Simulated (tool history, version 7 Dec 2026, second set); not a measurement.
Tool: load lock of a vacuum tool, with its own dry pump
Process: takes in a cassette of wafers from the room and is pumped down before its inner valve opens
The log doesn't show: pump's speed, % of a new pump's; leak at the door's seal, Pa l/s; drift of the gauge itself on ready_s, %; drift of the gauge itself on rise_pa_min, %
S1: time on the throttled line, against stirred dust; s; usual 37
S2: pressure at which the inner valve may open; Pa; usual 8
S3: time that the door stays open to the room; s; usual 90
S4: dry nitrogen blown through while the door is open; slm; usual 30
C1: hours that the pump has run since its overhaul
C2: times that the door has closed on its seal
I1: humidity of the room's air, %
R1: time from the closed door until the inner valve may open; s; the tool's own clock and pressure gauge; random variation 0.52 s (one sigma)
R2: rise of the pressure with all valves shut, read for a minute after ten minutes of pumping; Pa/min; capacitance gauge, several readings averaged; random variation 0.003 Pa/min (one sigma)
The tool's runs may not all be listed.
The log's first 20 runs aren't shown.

run	day	S1	S2	S3	S4	C1	C2	I1	R1	R2
21	167.879	22	8	65	5	868	4611	45.8	59.5	0.067
22	174.208	30	11	117	30	1020	4976	46.7	64.4	0.054
23	179.446	37	8	90	30	1145	5277	44.5	70.9	0.049
24	184.308	63	6	47	8	1262	5557	46.7	95.5	0.057
25	189.496	37	8	45	15	1387	5856	43.2	72.7	0.054
26	200.933	37	8	45	15	1661	6514	47.7	72.7	0.06
27	210	37	8	147	15	1879	7037	44.9	71.7	0.082
28	218.425	37	8	147	15	2081	7521	46.5	72.9	0.091
29	227.638	39	12	29	18	2302	8052	47.1	72.8	0.065
30	233.525	73	8	49	13	2443	8391	43	101.7	0.075

4 ways to go on from here, each from the tool as it stands after run 30. What would each give?
A	239.525	37	8	95	5	2587	8736	45.8	?	?
B	239.525	73	8	49	17	2587	8736	49.5	?	?
C	239.525	37	6	90	8	2587	8736	45.9	?	?
D	239.525	37	8	90	11	2587	8736	47.8	?	?

run	R1	R2
A	72.9	0.115
B	101	0.085
C	75.3	0.101
D	72.9	0.092
Without the tool's hidden state the same runs would have given:
run	R1	R2
A	71.8	0.051
B	100.1	0.02
C	74.2	0.038
D	71.8	0.028
